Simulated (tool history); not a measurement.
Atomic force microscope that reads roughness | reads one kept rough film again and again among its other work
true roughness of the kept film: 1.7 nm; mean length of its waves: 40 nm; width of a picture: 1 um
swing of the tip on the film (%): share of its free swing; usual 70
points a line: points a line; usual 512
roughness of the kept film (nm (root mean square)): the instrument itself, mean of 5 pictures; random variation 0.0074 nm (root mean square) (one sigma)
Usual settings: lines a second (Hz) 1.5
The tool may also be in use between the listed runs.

run,day,lines a second (Hz),swing of the tip on the film (%),points a line,roughness of the kept film (nm (root mean square))
1,0,1.5,70,512,1.393
2,0.962,1.5,70,512,1.397
3,1.467,1.5,70,314,1.38
4,1.975,1.5,70,512,1.358
5,2.567,1.5,57,512,1.411
6,3.225,1.5,57,512,1.394
7,3.9,1.5,57,512,1.379
8,4.608,1.5,57,512,1.398
9,5.308,1.5,57,512,1.38
10,6.371,1.5,70,512,1.347
# day 6.792: new tip fitted
11,7.054,1.5,70,512,1.535
12,7.679,1.15,70,512,1.546
13,8.454,1.2,70,512,1.541
14,9.171,1.2,70,512,1.532
15,9.742,1.5,70,498,1.518
16,10.704,0.71,60,512,1.552
17,11.671,0.84,60,512,1.531
18,12.271,1.8,60,512,1.492
19,12.892,3.52,70,306,1.392
20,13.908,0.92,70,381,1.486
21,14.379,1.89,74,305,1.417
22,15.108,1.89,74,305,1.41
23,16.125,2.08,78,301,1.362
24,16.983,2.08,78,301,1.352

5 ways to go on from here, each from the tool as it stands after run 24. What would each give?
A,17.638,1.5,70,765,?
B,17.638,1.52,70,512,?
C,17.638,0.53,78,301,?
D,17.638,2.08,78,351,?
E,17.638,2.29,68,957,?

run,roughness of the kept film (nm (root mean square))
A,1.433
B,1.418
C,1.462
D,1.35
E,1.401
Without the tool's hidden state the same runs would have given:
run,roughness of the kept film (nm (root mean square))
A,1.56
B,1.544
C,1.591
D,1.47
E,1.525
